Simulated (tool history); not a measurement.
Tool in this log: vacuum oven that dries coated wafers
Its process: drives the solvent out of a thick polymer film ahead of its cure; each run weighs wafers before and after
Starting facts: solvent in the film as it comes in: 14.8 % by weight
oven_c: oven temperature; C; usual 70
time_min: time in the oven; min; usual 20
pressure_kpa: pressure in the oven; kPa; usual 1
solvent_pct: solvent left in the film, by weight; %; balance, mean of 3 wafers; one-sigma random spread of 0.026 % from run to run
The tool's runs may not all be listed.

run 1 hour=0 | oven_c=70 time_min=20 pressure_kpa=1 | solvent_pct=1.37
run 2 hour=11.2 | oven_c=70 time_min=20 pressure_kpa=1 | solvent_pct=1.36
run 3 hour=25.8 | oven_c=70 time_min=20 pressure_kpa=1 | solvent_pct=1.33
run 4 hour=35.9 | oven_c=70 time_min=20 pressure_kpa=1 | solvent_pct=1.25
run 5 hour=44.1 | oven_c=70 time_min=20 pressure_kpa=1 | solvent_pct=1.33
run 6 hour=58.7 | oven_c=84 time_min=20 pressure_kpa=1 | solvent_pct=0.41
run 7 hour=76 | oven_c=70 time_min=28 pressure_kpa=1 | solvent_pct=0.96
run 8 hour=83.3 | oven_c=70 time_min=28 pressure_kpa=1 | solvent_pct=0.95
run 9 hour=98.7 | oven_c=70 time_min=28 pressure_kpa=1 | solvent_pct=0.94
run 10 hour=114.4 | oven_c=70 time_min=28 pressure_kpa=1 | solvent_pct=0.97
run 11 hour=128.7 | oven_c=70 time_min=28 pressure_kpa=1 | solvent_pct=0.89
run 12 hour=137.5 | oven_c=70 time_min=28 pressure_kpa=1 | solvent_pct=0.96
run 13 hour=151.8 | oven_c=70 time_min=20 pressure_kpa=1 | solvent_pct=1.35
run 14 hour=164.5 | oven_c=70 time_min=20 pressure_kpa=1 | solvent_pct=1.27
run 15 hour=177.7 | oven_c=70 time_min=20 pressure_kpa=1 | solvent_pct=1.29
run 16 hour=194.2 | oven_c=70 time_min=20 pressure_kpa=1 | solvent_pct=1.31
run 17 hour=207.5 | oven_c=70 time_min=20 pressure_kpa=1 | solvent_pct=1.39
run 18 hour=214.7 | oven_c=70 time_min=12 pressure_kpa=1 | solvent_pct=2.68
run 19 hour=226.9 | oven_c=70 time_min=12 pressure_kpa=1 | solvent_pct=2.65
run 20 hour=240.4 | oven_c=70 time_min=12 pressure_kpa=1 | solvent_pct=2.7
run 21 hour=257.5 | oven_c=70 time_min=12 pressure_kpa=1 | solvent_pct=2.68
run 22 hour=267.7 | oven_c=70 time_min=12 pressure_kpa=2.1 | solvent_pct=3.38
run 23 hour=275.9 | oven_c=70 time_min=20 pressure_kpa=1 | solvent_pct=1.33
run 24 hour=285 | oven_c=70 time_min=20 pressure_kpa=1 | solvent_pct=1.33
run 25 hour=302.6 | oven_c=81 time_min=33 pressure_kpa=0.68 | solvent_pct=0.41
run 26 hour=317.1 | oven_c=73 time_min=11 pressure_kpa=0.51 | solvent_pct=1.85
run 27 hour=330 | oven_c=73 time_min=11 pressure_kpa=0.51 | solvent_pct=1.93
run 28 hour=344.9 | oven_c=57 time_min=27 pressure_kpa=1.32 | solvent_pct=3.98
run 29 hour=355 | oven_c=80 time_min=36 pressure_kpa=1 | solvent_pct=0.49
run 30 hour=365.4 | oven_c=67 time_min=31 pressure_kpa=1 | solvent_pct=1.11
run 31 hour=375.3 | oven_c=67 time_min=31 pressure_kpa=1 | solvent_pct=1.08
run 32 hour=385.3 | oven_c=70 time_min=12 pressure_kpa=1 | solvent_pct=2.62
run 33 hour=395.4 | oven_c=70 time_min=23 pressure_kpa=0.53 | solvent_pct=0.79
run 34 hour=406.2 | oven_c=70 time_min=23 pressure_kpa=0.53 | solvent_pct=0.78
run 35 hour=414.7 | oven_c=70 time_min=23 pressure_kpa=0.53 | solvent_pct=0.75
run 36 hour=421.9 | oven_c=69 time_min=11 pressure_kpa=1.97 | solvent_pct=3.84
run 37 hour=439 | oven_c=69 time_min=11 pressure_kpa=1.97 | solvent_pct=3.93

Run 38, settings as shown, results not yet in. Your forecast:
run 38 hour=456.6 | oven_c=78 time_min=26 pressure_kpa=2.37 | solvent_pct=?

solvent_pct: 1.35 %
The same run, on a tool lacking any hidden state, would have yielded solvent_pct 1.35 %.

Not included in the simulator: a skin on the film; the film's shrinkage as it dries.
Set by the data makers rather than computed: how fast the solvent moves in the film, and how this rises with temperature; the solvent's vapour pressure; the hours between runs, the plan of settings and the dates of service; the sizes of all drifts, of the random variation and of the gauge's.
